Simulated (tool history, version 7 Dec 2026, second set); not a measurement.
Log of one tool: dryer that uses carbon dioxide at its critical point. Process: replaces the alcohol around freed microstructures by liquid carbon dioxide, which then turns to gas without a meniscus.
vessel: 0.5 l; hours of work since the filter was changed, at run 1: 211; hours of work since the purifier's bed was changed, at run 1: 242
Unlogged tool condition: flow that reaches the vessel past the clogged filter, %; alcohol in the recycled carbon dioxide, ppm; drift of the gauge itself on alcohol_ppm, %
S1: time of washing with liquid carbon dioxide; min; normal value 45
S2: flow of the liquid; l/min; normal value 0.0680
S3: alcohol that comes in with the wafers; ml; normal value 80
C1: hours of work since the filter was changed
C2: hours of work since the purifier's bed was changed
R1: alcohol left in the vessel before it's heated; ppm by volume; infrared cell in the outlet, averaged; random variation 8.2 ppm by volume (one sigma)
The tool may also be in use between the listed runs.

Run 1, hour 0.0: usual settings; C1 211; C2 242. Result: R1 892 ppm by volume.
Run 2, hour 19.0: usual settings; C1 225; C2 256. Result: R1 944 ppm by volume.
Run 3, hour 34.1: usual settings; C1 236; C2 267. Result: R1 976 ppm by volume.
Run 4, hour 47.0: usual settings; C1 245; C2 276. Result: R1 1018 ppm by volume.
At hour 53.5: inlet filter changed.
Run 5, hour 63.4: usual settings but S1 37 min; C1 7; C2 288. Result: R1 1314 ppm by volume.
Run 6, hour 81.3: usual settings but S1 37 min; C1 20; C2 301. Result: R1 1361 ppm by volume.
Run 7, hour 101.5: usual settings but S1 66 min; C1 35; C2 315. Result: R1 98 ppm by volume.
Run 8, hour 117.7: usual settings but S1 54 min; C1 47; C2 327. Result: R1 226 ppm by volume.
Run 9, hour 133.2: usual settings but S1 54 min; C1 58; C2 338. Result: R1 232 ppm by volume.
Run 10, hour 151.7: usual settings but S1 54 min; C1 71; C2 352. Result: R1 240 ppm by volume.
Run 11, hour 167.2: usual settings but S1 54 min, S3 77 ml; C1 83; C2 363. Result: R1 254 ppm by volume.
Run 12, hour 181.3: usual settings but S1 54 min, S3 77 ml; C1 93; C2 373. Result: R1 258 ppm by volume.
Run 13, hour 196.4: usual settings but S1 54 min, S3 77 ml; C1 104; C2 384. Result: R1 279 ppm by volume.
Run 14, hour 210.4: usual settings but S1 68 min; C1 114; C2 394. Result: R1 125 ppm by volume.
Run 15, hour 226.1: usual settings but S1 68 min; C1 125; C2 406. Result: R1 131 ppm by volume.
Run 16, hour 241.3: usual settings but S1 68 min; C1 137; C2 417. Result: R1 142 ppm by volume.
Run 17, hour 253.2: usual settings but S1 68 min; C1 145; C2 426. Result: R1 135 ppm by volume.
Run 18, hour 271.0: usual settings but S1 68 min; C1 158; C2 439. Result: R1 138 ppm by volume.
Run 19, hour 290.4: usual settings but S1 68 min; C1 172; C2 453. Result: R1 143 ppm by volume.
Run 20, hour 305.6: usual settings; C1 183; C2 464. Result: R1 868 ppm by volume.
Run 21, hour 318.3: usual settings; C1 192; C2 473. Result: R1 869 ppm by volume.
Run 22, hour 327.3: usual settings; C1 199; C2 479. Result: R1 910 ppm by volume.
Run 23, hour 336.5: usual settings but S1 39 min, S2 0.0427 l/min, S3 39 ml; C1 206; C2 486. Result: R1 4851 ppm by volume.
Run 24, hour 350.2: usual settings but S1 39 min, S2 0.0427 l/min, S3 39 ml; C1 216; C2 496. Result: R1 4940 ppm by volume.
Run 25, hour 361.2: usual settings but S1 27 min, S2 0.0596 l/min, S3 86 ml; C1 224; C2 504. Result: R1 11268 ppm by volume.
Run 26, hour 373.8: usual settings but S1 27 min, S2 0.0596 l/min, S3 86 ml; C1 233; C2 513. Result: R1 11340 ppm by volume.
Run 27, hour 385.6: usual settings but S1 28 min, S2 0.0819 l/min, S3 24 ml; C1 241; C2 522. Result: R1 1094 ppm by volume.
At hour 397.2: inlet filter changed.
Run 28, hour 399.9: usual settings but S1 28 min, S2 0.0819 l/min, S3 24 ml; C1 2; C2 532. Result: R1 674 ppm by volume.
Run 29, hour 418.4: usual settings but S1 58 min, S2 0.0455 l/min, S3 25 ml; C1 15; C2 545. Result: R1 465 ppm by volume.
Run 30, hour 426.8: usual settings but S1 37 min, S2 0.0562 l/min, S3 76 ml; C1 22; C2 551. Result: R1 3103 ppm by volume.
Run 31, hour 444.9: usual settings but S1 37 min, S2 0.0562 l/min, S3 76 ml; C1 35; C2 564. Result: R1 3210 ppm by volume.
Run 32, hour 464.6: usual settings but S1 37 min, S2 0.0562 l/min, S3 76 ml; C1 49; C2 579. Result: R1 3288 ppm by volume.
Run 33, hour 480.2: usual settings but S1 51 min, S2 0.0562 l/min, S3 23 ml; C1 60; C2 590. Result: R1 345 ppm by volume.
Run 34, hour 491.2: usual settings but S1 34 min, S2 0.1044 l/min, S3 46 ml; C1 68; C2 598. Result: R1 234 ppm by volume.
Run 35, hour 503.3: usual settings but S1 34 min, S2 0.1044 l/min, S3 46 ml; C1 77; C2 607. Result: R1 241 ppm by volume.
Run 36, hour 513.3: usual settings but S1 38 min, S2 0.0692 l/min, S3 42 ml; C1 84; C2 614. Result: R1 797 ppm by volume.
Run 37, hour 526.7: usual settings but S1 63 min, S2 0.0460 l/min, S3 27 ml; C1 94; C2 624. Result: R1 426 ppm by volume.
Run 38, hour 536.6: usual settings but S1 39 min, S2 0.0460 l/min, S3 33 ml; C1 101; C2 631. Result: R1 2731 ppm by volume.
Run 39, hour 553.2: usual settings but S1 66 min, S3 66 ml; C1 113; C2 643. Result: R1 179 ppm by volume.
Run 40, hour 566.5: usual settings but S1 37 min, S2 0.0678 l/min, S3 28 ml; C1 123; C2 653. Result: R1 747 ppm by volume.
Run 41, hour 575.6: usual settings but S1 28 min, S3 51 ml; C1 130; C2 659. Result: R1 3444 ppm by volume.
Run 42, hour 595.7: usual settings but S1 64 min, S3 88 ml; C1 144; C2 674. Result: R1 212 ppm by volume.
Run 43, hour 606.9: usual settings but S1 64 min, S3 88 ml; C1 152; C2 682. Result: R1 226 ppm by volume.
Run 44, hour 618.8: usual settings but S1 64 min, S3 88 ml; C1 161; C2 691. Result: R1 226 ppm by volume.

A few steps of R1 between consecutive runs. Split each: what settings, incoming material and random variation would produce without the hidden state, and what is left over for the hidden state, along with gauge scatter present in only one of the two compared results (measured, and without hidden state):
Run 22 -> 23: S1 45 -> 39, S2 0.0680 -> 0.0427, S3 80 -> 39. R1 +3941 ppm by volume: hidden state +1020, all else +2921.
Run 24 -> 25: S1 39 -> 27, S2 0.0427 -> 0.0596, S3 39 -> 86. R1 +6328 ppm by volume: hidden state +1971, all else +4357.
Run 26 -> 27: S1 27 -> 28, S2 0.0596 -> 0.0819, S3 86 -> 24. R1 -10246 ppm by volume: hidden state -3152, all else -7094.
